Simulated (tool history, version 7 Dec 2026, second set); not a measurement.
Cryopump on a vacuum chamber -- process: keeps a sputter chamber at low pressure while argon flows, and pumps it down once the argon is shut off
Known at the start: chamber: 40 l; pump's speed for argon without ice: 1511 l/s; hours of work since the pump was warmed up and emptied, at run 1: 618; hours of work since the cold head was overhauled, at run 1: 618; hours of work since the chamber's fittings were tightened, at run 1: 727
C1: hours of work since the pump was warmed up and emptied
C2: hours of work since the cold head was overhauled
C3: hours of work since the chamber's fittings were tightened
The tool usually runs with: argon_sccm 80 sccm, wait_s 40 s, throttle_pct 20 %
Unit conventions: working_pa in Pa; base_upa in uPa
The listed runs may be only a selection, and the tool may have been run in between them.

run 1 hour=0.0 | argon_sccm=80 wait_s=40 throttle_pct=20 | C1=618 C2=618 C3=727 | working_pa=0.4922 base_upa=3.76
-- hour=11.2 pump warmed up, emptied and cooled again
run 2 hour=26.7 | argon_sccm=100 wait_s=40 throttle_pct=20 | C1=9 C2=630 C3=740 | working_pa=0.5620 base_upa=3.29
run 3 hour=54.0 | argon_sccm=80 wait_s=52 throttle_pct=20 | C1=25 C2=646 C3=756 | working_pa=0.4520 base_upa=2.77
run 4 hour=79.1 | argon_sccm=80 wait_s=40 throttle_pct=42 | C1=40 C2=661 C3=771 | working_pa=0.2143 base_upa=3.34
run 5 hour=93.8 | argon_sccm=80 wait_s=40 throttle_pct=42 | C1=49 C2=670 C3=780 | working_pa=0.2154 base_upa=3.35
run 6 hour=114.4 | argon_sccm=80 wait_s=40 throttle_pct=24 | C1=61 C2=682 C3=792 | working_pa=0.3759 base_upa=3.36
run 7 hour=141.7 | argon_sccm=80 wait_s=40 throttle_pct=24 | C1=77 C2=698 C3=808 | working_pa=0.3784 base_upa=3.39
run 8 hour=169.9 | argon_sccm=80 wait_s=40 throttle_pct=24 | C1=94 C2=715 C3=825 | working_pa=0.3787 base_upa=3.41
run 9 hour=199.2 | argon_sccm=131 wait_s=40 throttle_pct=20 | C1=111 C2=732 C3=842 | working_pa=0.7399 base_upa=3.48
run 10 hour=225.6 | argon_sccm=80 wait_s=40 throttle_pct=20 | C1=126 C2=748 C3=857 | working_pa=0.4570 base_upa=3.49
run 11 hour=255.0 | argon_sccm=80 wait_s=265 throttle_pct=20 | C1=144 C2=765 C3=875 | working_pa=0.4540 base_upa=1.41
run 12 hour=270.7 | argon_sccm=34 wait_s=40 throttle_pct=20 | C1=153 C2=774 C3=884 | working_pa=0.1940 base_upa=3.51
run 13 hour=286.8 | argon_sccm=34 wait_s=40 throttle_pct=20 | C1=163 C2=784 C3=894 | working_pa=0.1943 base_upa=3.61
run 14 hour=315.4 | argon_sccm=47 wait_s=40 throttle_pct=34 | C1=179 C2=801 C3=910 | working_pa=0.1601 base_upa=3.56
run 15 hour=334.5 | argon_sccm=60 wait_s=267 throttle_pct=20 | C1=191 C2=812 C3=922 | working_pa=0.3416 base_upa=1.48
run 16 hour=357.6 | argon_sccm=71 wait_s=40 throttle_pct=33 | C1=204 C2=825 C3=935 | working_pa=0.2493 base_upa=3.54
run 17 hour=375.8 | argon_sccm=64 wait_s=73 throttle_pct=26 | C1=215 C2=836 C3=946 | working_pa=0.2844 base_upa=2.48
run 18 hour=399.8 | argon_sccm=106 wait_s=93 throttle_pct=27 | C1=229 C2=850 C3=960 | working_pa=0.4538 base_upa=2.24
run 19 hour=415.4 | argon_sccm=98 wait_s=61 throttle_pct=21 | C1=238 C2=860 C3=969 | working_pa=0.5350 base_upa=2.77
run 20 hour=436.4 | argon_sccm=98 wait_s=61 throttle_pct=21 | C1=251 C2=872 C3=982 | working_pa=0.5357 base_upa=2.83
run 21 hour=457.3 | argon_sccm=69 wait_s=235 throttle_pct=20 | C1=263 C2=884 C3=994 | working_pa=0.4009 base_upa=1.67
run 22 hour=490.8 | argon_sccm=89 wait_s=80 throttle_pct=49 | C1=283 C2=904 C3=1014 | working_pa=0.2221 base_upa=2.58

Alternative continuations, all from the tool just after run 22; predict every row:
run A hour=523.4 | argon_sccm=39 wait_s=76 throttle_pct=20 | C1=302 C2=923 C3=1033 | working_pa=? base_upa=?
run B hour=523.4 | argon_sccm=41 wait_s=283 throttle_pct=26 | C1=302 C2=923 C3=1033 | working_pa=? base_upa=?
run C hour=523.4 | argon_sccm=110 wait_s=160 throttle_pct=24 | C1=302 C2=923 C3=1033 | working_pa=? base_upa=?

run=A working_pa=0.2265 base_upa=2.67
run=B working_pa=0.1836 base_upa=1.70
run=C working_pa=0.5384 base_upa=1.95
Without the tool's unlogged condition, the same runs would have read:
run=A working_pa=0.2183 base_upa=1.51
run=B working_pa=0.1750 base_upa=0.57
run=C working_pa=0.5151 base_upa=0.79
